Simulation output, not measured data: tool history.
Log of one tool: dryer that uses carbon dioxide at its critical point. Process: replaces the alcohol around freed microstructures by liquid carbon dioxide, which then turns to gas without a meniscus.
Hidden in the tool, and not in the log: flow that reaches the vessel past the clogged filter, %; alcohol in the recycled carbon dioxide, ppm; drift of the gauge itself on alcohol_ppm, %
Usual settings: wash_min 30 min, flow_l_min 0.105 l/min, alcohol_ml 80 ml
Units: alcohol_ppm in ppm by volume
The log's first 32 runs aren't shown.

run    hour  wash_min  flow_l_min  alcohol_ml  hours of work since the filter was changed  hours of work since the purifier's bed was changed  alcohol_ppm
 33   793.3        30       0.133          80                                         403                                                 463          182
 34     821        47       0.075          93                                         420                                                 479          478
 35   839.1        30       0.068          80                                         430                                                 489         4761
 36     859        30       0.067          20                                         442                                                 501         1331
 37   873.2        30       0.067          20                                         450                                                 509         1340
 38   898.3        30       0.067          20                                         464                                                 524         1318
 39   916.7        30       0.067          20                                         475                                                 534         1361
 40   948.4        19       0.122          37                                         494                                                 553         1291
      963.4  -- inlet filter changed
 41   984.1        28       0.141          80                                          12                                                 573          147
 42   998.5        28       0.141          80                                          20                                                 581          151
 43    1017        29       0.169          52                                          31                                                 592           98
 44  1042.3        42       0.113          38                                          46                                                 607          100
 45  1065.3        30       0.105          81                                          59                                                 620          463
 46  1085.4        30       0.105          81                                          71                                                 632          474
 47  1106.2        30       0.105          81                                          83                                                 644          479

Forecast each of these 4 alternatives for the next run:
  A  1132.6        36       0.092          80                                          98                                                 659            ?
  B  1132.6        21       0.137         116                                          98                                                 659            ?
  C  1132.6        19       0.105          80                                          98                                                 659            ?
  D  1132.6        25       0.065         120                                          98                                                 659            ?

run  alcohol_ppm
  A          408
  B          945
  C         3571
  D        11946
Without the tool's hidden state the same runs would have given:
run  alcohol_ppm
  A          263
  B          727
  C         3129
  D        10911
